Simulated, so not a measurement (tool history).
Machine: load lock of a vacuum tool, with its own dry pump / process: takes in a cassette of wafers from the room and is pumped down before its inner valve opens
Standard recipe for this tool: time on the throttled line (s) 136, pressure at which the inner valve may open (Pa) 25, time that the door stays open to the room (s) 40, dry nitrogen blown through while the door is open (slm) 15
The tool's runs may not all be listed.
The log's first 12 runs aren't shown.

run	day	time on the throttled line (s)	pressure at which the inner valve may open (Pa)	time that the door stays open to the room (s)	dry nitrogen blown through while the door is open (slm)	incoming humidity of the room's air, %	time from the closed door until the inner valve may open (s)	rise of the pressure with all valves shut (Pa/min)
13	210.438	136	33	40	15	42.9	197.9	0.021
# day 225.483: door's seal changed, seat wiped
14	225.483	136	33	40	15	45.4	198.1	0.026
15	248.075	136	25	40	15	41.9	202.4	0.019
16	260.562	136	25	40	15	42.8	200.5	0.021
# day 268.229: dry pump taken out, an overhauled one fitted
17	285.612	176	25	40	15	41.7	236.9	0.018
18	301.025	176	25	40	15	50.1	237.3	0.025
19	325.433	136	25	72	5	46.5	200.5	0.062
20	340.538	126	41	89	15	44.4	185.8	0.035
21	363.254	126	41	89	15	43.8	185.3	0.035
22	386.404	99	24	89	15	44.5	166.6	0.039
23	400.379	136	25	92	5	48.7	199.3	0.076
24	415.971	136	25	92	5	46.3	200.0	0.067
25	434.679	136	25	92	5	42.5	200.3	0.067
26	457.067	136	25	92	5	45.9	199.4	0.069
27	478.162	136	25	92	5	41.9	200.4	0.066
28	497.538	136	25	92	5	45.5	199.8	0.070
29	515.783	136	19	140	15	44.5	204.8	0.054
30	537.721	136	19	140	15	47.0	203.9	0.052
31	561.733	136	19	140	15	45.2	202.8	0.053
32	583.754	136	25	140	15	43.6	200.3	0.053
33	600.867	136	40	159	29	47.9	194.8	0.039
34	621.958	99	34	40	22	44.0	165.2	0.023
35	632.933	99	23	40	20	47.5	168.3	0.025
36	656.117	99	23	40	20	41.8	166.8	0.023

Consider 4 possible next runs. They are alternatives, not a sequence: every one starts from the tool as it was left by run 36. What does each give?
A	669.179	207	23	40	10	46.0	?	?
B	669.179	117	23	40	9	45.3	?	?
C	669.179	177	25	40	15	47.5	?	?
D	669.179	101	22	40	10	45.1	?	?

run	time from the closed door until the inner valve may open (s)	rise of the pressure with all valves shut (Pa/min)
A	264.0	0.031
B	184.0	0.032
C	234.9	0.019
D	168.4	0.026
The same runs, with their run-to-run variation unchanged, on a tool lacking any hidden condition would have given:
run	time from the closed door until the inner valve may open (s)	rise of the pressure with all valves shut (Pa/min)
A	264.0	0.030
B	184.0	0.031
C	234.9	0.018
D	168.4	0.025
